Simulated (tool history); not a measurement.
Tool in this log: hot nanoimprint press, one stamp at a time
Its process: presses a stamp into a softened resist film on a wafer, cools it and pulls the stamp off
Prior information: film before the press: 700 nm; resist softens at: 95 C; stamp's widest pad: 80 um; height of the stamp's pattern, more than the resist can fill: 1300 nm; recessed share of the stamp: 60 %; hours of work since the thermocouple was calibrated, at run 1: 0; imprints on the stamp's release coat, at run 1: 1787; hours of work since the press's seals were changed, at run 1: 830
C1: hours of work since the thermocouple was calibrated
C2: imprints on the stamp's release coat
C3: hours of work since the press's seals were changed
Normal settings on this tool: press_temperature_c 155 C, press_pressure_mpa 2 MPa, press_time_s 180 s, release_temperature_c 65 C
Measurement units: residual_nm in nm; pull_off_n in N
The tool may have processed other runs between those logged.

run 1 hour=0 | press_temperature_c=155 press_pressure_mpa=2 press_time_s=180 release_temperature_c=65 | C1=0 C2=1787 C3=830 | residual_nm=264.9 pull_off_n=317
run 2 hour=29.6 | press_temperature_c=155 press_pressure_mpa=2 press_time_s=180 release_temperature_c=65 | C1=22 C2=1912 C3=852 | residual_nm=264.3 pull_off_n=313
run 3 hour=85.7 | press_temperature_c=155 press_pressure_mpa=2 press_time_s=180 release_temperature_c=65 | C1=64 C2=2149 C3=894 | residual_nm=262.8 pull_off_n=323
-- hour=117.8 stamp cleaned and given a new release coat
run 4 hour=123.9 | press_temperature_c=155 press_pressure_mpa=2 press_time_s=180 release_temperature_c=56 | C1=88 C2=26 C3=918 | residual_nm=261.3 pull_off_n=249
run 5 hour=168.3 | press_temperature_c=155 press_pressure_mpa=2 press_time_s=180 release_temperature_c=56 | C1=121 C2=213 C3=951 | residual_nm=257.9 pull_off_n=257
run 6 hour=223.3 | press_temperature_c=155 press_pressure_mpa=2 press_time_s=180 release_temperature_c=69 | C1=162 C2=446 C3=992 | residual_nm=258.4 pull_off_n=237
run 7 hour=290.5 | press_temperature_c=155 press_pressure_mpa=2 press_time_s=180 release_temperature_c=69 | C1=213 C2=729 C3=1043 | residual_nm=252.2 pull_off_n=252
run 8 hour=320.3 | press_temperature_c=155 press_pressure_mpa=2 press_time_s=180 release_temperature_c=65 | C1=235 C2=855 C3=1065 | residual_nm=252.3 pull_off_n=262
run 9 hour=362.9 | press_temperature_c=155 press_pressure_mpa=2 press_time_s=180 release_temperature_c=65 | C1=267 C2=1035 C3=1097 | residual_nm=250.9 pull_off_n=268
run 10 hour=397.1 | press_temperature_c=151 press_pressure_mpa=2 press_time_s=180 release_temperature_c=65 | C1=292 C2=1179 C3=1122 | residual_nm=325.3 pull_off_n=283
run 11 hour=440.4 | press_temperature_c=151 press_pressure_mpa=2 press_time_s=180 release_temperature_c=65 | C1=324 C2=1362 C3=1155 | residual_nm=319.8 pull_off_n=296
-- hour=454 press's hydraulic seals changed and the load cell set to zero
run 12 hour=505.7 | press_temperature_c=155 press_pressure_mpa=1.54 press_time_s=180 release_temperature_c=65 | C1=367 C2=1604 C3=39 | residual_nm=263.3 pull_off_n=289
run 13 hour=556.2 | press_temperature_c=156 press_pressure_mpa=2 press_time_s=180 release_temperature_c=65 | C1=405 C2=1818 C3=76 | residual_nm=213.8 pull_off_n=294
run 14 hour=584 | press_temperature_c=156 press_pressure_mpa=2 press_time_s=180 release_temperature_c=65 | C1=426 C2=1935 C3=97 | residual_nm=215.7 pull_off_n=297
run 15 hour=643.6 | press_temperature_c=155 press_pressure_mpa=2 press_time_s=180 release_temperature_c=65 | C1=470 C2=2186 C3=142 | residual_nm=226.9 pull_off_n=312
-- hour=667.9 stamp cleaned and given a new release coat
run 16 hour=711.8 | press_temperature_c=166 press_pressure_mpa=2.39 press_time_s=235 release_temperature_c=56 | C1=517 C2=185 C3=188 | residual_nm=91 pull_off_n=249
-- hour=719.1 plate thermocouple calibrated
run 17 hour=773.1 | press_temperature_c=166 press_pressure_mpa=2.39 press_time_s=235 release_temperature_c=56 | C1=40 C2=432 C3=232 | residual_nm=101.9 pull_off_n=277
run 18 hour=823.4 | press_temperature_c=166 press_pressure_mpa=2.39 press_time_s=235 release_temperature_c=56 | C1=78 C2=644 C3=269 | residual_nm=102.2 pull_off_n=275
run 19 hour=878.9 | press_temperature_c=155 press_pressure_mpa=2 press_time_s=180 release_temperature_c=67 | C1=119 C2=878 C3=311 | residual_nm=246.9 pull_off_n=263
run 20 hour=922 | press_temperature_c=155 press_pressure_mpa=2 press_time_s=180 release_temperature_c=51 | C1=152 C2=1060 C3=343 | residual_nm=246.8 pull_off_n=315
run 21 hour=954.5 | press_temperature_c=155 press_pressure_mpa=2 press_time_s=180 release_temperature_c=51 | C1=176 C2=1198 C3=367 | residual_nm=245.2 pull_off_n=310
run 22 hour=982.9 | press_temperature_c=151 press_pressure_mpa=2 press_time_s=257 release_temperature_c=51 | C1=197 C2=1317 C3=388 | residual_nm=279.6 pull_off_n=320
run 23 hour=1031.3 | press_temperature_c=159 press_pressure_mpa=3.09 press_time_s=99 release_temperature_c=64 | C1=233 C2=1522 C3=425 | residual_nm=198.5 pull_off_n=291
run 24 hour=1087.5 | press_temperature_c=160 press_pressure_mpa=3.09 press_time_s=99 release_temperature_c=64 | C1=275 C2=1759 C3=467 | residual_nm=185.1 pull_off_n=305
run 25 hour=1127.1 | press_temperature_c=160 press_pressure_mpa=2 press_time_s=180 release_temperature_c=66 | C1=305 C2=1926 C3=496 | residual_nm=173.8 pull_off_n=306
run 26 hour=1178.3 | press_temperature_c=160 press_pressure_mpa=1.41 press_time_s=180 release_temperature_c=66 | C1=343 C2=2143 C3=534 | residual_nm=202.9 pull_off_n=309
-- hour=1216.5 stamp cleaned and given a new release coat
run 27 hour=1223.2 | press_temperature_c=160 press_pressure_mpa=1.41 press_time_s=180 release_temperature_c=66 | C1=372 C2=28 C3=563 | residual_nm=202.7 pull_off_n=232
run 28 hour=1277.6 | press_temperature_c=146 press_pressure_mpa=1.47 press_time_s=97 release_temperature_c=58 | C1=413 C2=258 C3=604 | residual_nm=535.5 pull_off_n=259
run 29 hour=1306.6 | press_temperature_c=146 press_pressure_mpa=1.47 press_time_s=128 release_temperature_c=68 | C1=434 C2=380 C3=626 | residual_nm=500.5 pull_off_n=242
run 30 hour=1361.2 | press_temperature_c=155 press_pressure_mpa=2.07 press_time_s=180 release_temperature_c=71 | C1=475 C2=611 C3=667 | residual_nm=228.5 pull_off_n=235

Consider 3 possible next runs. They are alternatives, not a sequence: every one starts from the tool as it was left by run 30. What does each give?
run A hour=1405.1 | press_temperature_c=155 press_pressure_mpa=2.07 press_time_s=151 release_temperature_c=71 | C1=508 C2=796 C3=699 | residual_nm=? pull_off_n=?
run B hour=1405.1 | press_temperature_c=155 press_pressure_mpa=2.18 press_time_s=331 release_temperature_c=68 | C1=508 C2=796 C3=699 | residual_nm=? pull_off_n=?
run C hour=1405.1 | press_temperature_c=146 press_pressure_mpa=2.07 press_time_s=180 release_temperature_c=64 | C1=508 C2=796 C3=699 | residual_nm=? pull_off_n=?

run=A residual_nm=243.4 pull_off_n=259
run=B residual_nm=168.9 pull_off_n=252
run=C residual_nm=402.9 pull_off_n=260
Without the tool's unlogged condition, the same runs would have read:
run=A residual_nm=270.6 pull_off_n=233
run=B residual_nm=188.9 pull_off_n=227
run=C residual_nm=444.1 pull_off_n=234

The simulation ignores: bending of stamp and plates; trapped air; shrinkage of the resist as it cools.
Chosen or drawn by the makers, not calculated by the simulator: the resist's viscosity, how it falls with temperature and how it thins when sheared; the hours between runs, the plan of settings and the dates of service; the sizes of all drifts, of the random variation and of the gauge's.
